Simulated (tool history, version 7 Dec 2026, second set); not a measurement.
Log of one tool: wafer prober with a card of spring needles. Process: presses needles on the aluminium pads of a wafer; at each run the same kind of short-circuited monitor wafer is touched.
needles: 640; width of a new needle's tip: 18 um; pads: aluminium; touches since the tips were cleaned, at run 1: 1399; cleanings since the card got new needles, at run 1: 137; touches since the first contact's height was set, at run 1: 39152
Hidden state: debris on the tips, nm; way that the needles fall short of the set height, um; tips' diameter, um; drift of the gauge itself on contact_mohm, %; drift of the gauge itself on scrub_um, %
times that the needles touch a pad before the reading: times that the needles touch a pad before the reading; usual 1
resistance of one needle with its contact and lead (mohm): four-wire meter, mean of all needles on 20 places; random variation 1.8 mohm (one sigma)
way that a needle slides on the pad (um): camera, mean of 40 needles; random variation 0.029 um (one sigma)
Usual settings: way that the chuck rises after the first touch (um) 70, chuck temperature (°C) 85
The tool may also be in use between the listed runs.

run	day	way that the chuck rises after the first touch (um)	chuck temperature (°C)	times that the needles touch a pad before the reading	touches since the tips were cleaned	cleanings since the card got new needles	touches since the first contact's height was set	resistance of one needle with its contact and lead (mohm)	way that a needle slides on the pad (um)
1	0	70	85	1	1399	137	39152	220	14.53
# day 0.229: tips cleaned on abrasive film
# day 0.612: tips cleaned on abrasive film
# day 0.988: tips cleaned on abrasive film
2	0.988	70	28	1	0	140	51459	184	14.48
# day 1.383: tips cleaned on abrasive film
# day 1.775: tips cleaned on abrasive film
3	1.808	70	85	1	435	142	61685	201	14.44
# day 2.129: tips cleaned on abrasive film
# day 2.521: tips cleaned on abrasive film
# day 2.921: tips cleaned on abrasive film
4	3.225	70	85	1	3844	145	79366	233	14.47
# day 3.308: tips cleaned on abrasive film
# day 3.629: tips cleaned on abrasive film
# day 3.983: tips cleaned on abrasive film
5	3.983	70	85	1	0	148	88776	200	14.36
# day 4.371: tips cleaned on abrasive film
# day 4.754: tips cleaned on abrasive film
# day 5.142: tips cleaned on abrasive film
6	5.192	70	85	1	657	151	103846	206	14.33
# day 5.283: height of the first contact set anew
# day 5.521: tips cleaned on abrasive film
# day 5.912: tips cleaned on abrasive film
7	6.196	70	85	1	3609	153	11403	226	14.57
# day 6.279: tips cleaned on abrasive film
# day 6.667: tips cleaned on abrasive film
# day 7.029: tips cleaned on abrasive film
# day 7.412: tips cleaned on abrasive film
8	7.425	70	85	1	183	157	26675	198	14.53
# day 7.738: tips cleaned on abrasive film
# day 8.133: tips cleaned on abrasive film
9	8.308	70	85	1	2221	159	37707	227	14.51
# day 8.462: tips cleaned on abrasive film
# day 8.846: tips cleaned on abrasive film
10	8.958	70	85	1	1459	161	45790	214	14.52
# day 9.196: tips cleaned on abrasive film
# day 9.588: tips cleaned on abrasive film
# day 9.979: tips cleaned on abrasive film
# day 10.358: tips cleaned on abrasive film
11	10.462	70	85	1	1361	165	64532	214	14.46
# day 10.704: tips cleaned on abrasive film
# day 11.1: tips cleaned on abrasive film
12	11.412	70	85	1	3963	167	76379	231	14.41
# day 11.496: tips cleaned on abrasive film
# day 11.879: tips cleaned on abrasive film
# day 12.279: tips cleaned on abrasive film
# day 12.675: tips cleaned on abrasive film
13	12.775	70	85	1	1292	171	93351	218	14.37
# day 13.004: tips cleaned on abrasive film
# day 13.392: tips cleaned on abrasive film
14	13.467	70	85	1	912	173	101928	211	14.38
# day 13.638: height of the first contact set anew
# day 13.788: tips cleaned on abrasive film
# day 14.175: tips cleaned on abrasive film
15	14.233	70	85	1	706	175	7397	207	14.62
# day 14.55: tips cleaned on abrasive film
# day 14.938: tips cleaned on abrasive film
16	15.042	70	43	1	1317	177	17486	205	14.52
# day 15.279: tips cleaned on abrasive film
# day 15.667: tips cleaned on abrasive film
# day 16.05: tips cleaned on abrasive film
# day 16.442: tips cleaned on abrasive film
17	16.596	61	29	1	1945	181	36895	228	12.63
# day 16.838: tips cleaned on abrasive film
# day 17.225: tips cleaned on abrasive film
# day 17.612: tips cleaned on abrasive film
18	17.633	61	29	1	269	184	49809	197	12.55

Run 19 comes next. What will it give?
# day 17.95: tips cleaned on abrasive film
# day 18.35: tips cleaned on abrasive film
19	18.417	68	62	3	867	186	59555	?	?

resistance of one needle with its contact and lead (mohm): 196
way that a needle slides on the pad (um): 13.98
Without the tool's hidden state the same run would have given resistance of one needle with its contact and lead (mohm) 185, way that a needle slides on the pad (um) 14.15.
